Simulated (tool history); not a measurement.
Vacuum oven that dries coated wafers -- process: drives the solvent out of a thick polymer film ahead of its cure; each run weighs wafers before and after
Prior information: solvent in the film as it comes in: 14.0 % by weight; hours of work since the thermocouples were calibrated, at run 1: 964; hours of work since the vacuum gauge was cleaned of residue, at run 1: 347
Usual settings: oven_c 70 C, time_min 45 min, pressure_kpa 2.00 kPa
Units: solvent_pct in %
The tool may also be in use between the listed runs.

run,hour,oven_c,time_min,pressure_kpa,hours of work since the thermocouples were calibrated,hours of work since the vacuum gauge was cleaned of residue,solvent_pct
1,0.0,70,45,2.00,964,347,1.60
2,14.5,70,45,2.00,975,358,1.60
3,29.7,70,45,2.00,987,370,1.61
4,41.4,70,45,2.00,996,379,1.62
5,62.9,70,45,2.00,1013,396,1.61
6,82.8,73,45,2.00,1028,411,1.24
7,100.0,73,45,2.00,1042,425,1.27
8,119.6,81,80,2.00,1057,440,0.62
9,144.0,81,80,2.00,1076,459,0.59
# hour 146.9: vacuum gauge cleaned of residue and calibrated
10,159.5,81,80,2.00,1087,10,0.62
11,175.8,78,24,7.74,1100,23,3.46
12,187.6,63,59,2.75,1109,32,2.83
# hour 198.7: vacuum gauge cleaned of residue and calibrated, once more
13,213.6,63,59,2.75,1128,12,2.74
14,229.0,61,43,4.94,1140,24,5.34

Forecast each of these 4 alternatives for the next run:
A,243.3,61,76,3.01,1151,35,?
B,243.3,56,43,4.94,1151,35,?
C,243.3,61,29,3.25,1151,35,?
D,243.3,81,42,4.21,1151,35,?

run,solvent_pct
A,2.76
B,7.04
C,5.77
D,1.27
With the hidden condition removed and each run's random variation left untouched, the same runs would have given:
run,solvent_pct
A,2.38
B,6.42
C,5.22
D,1.15
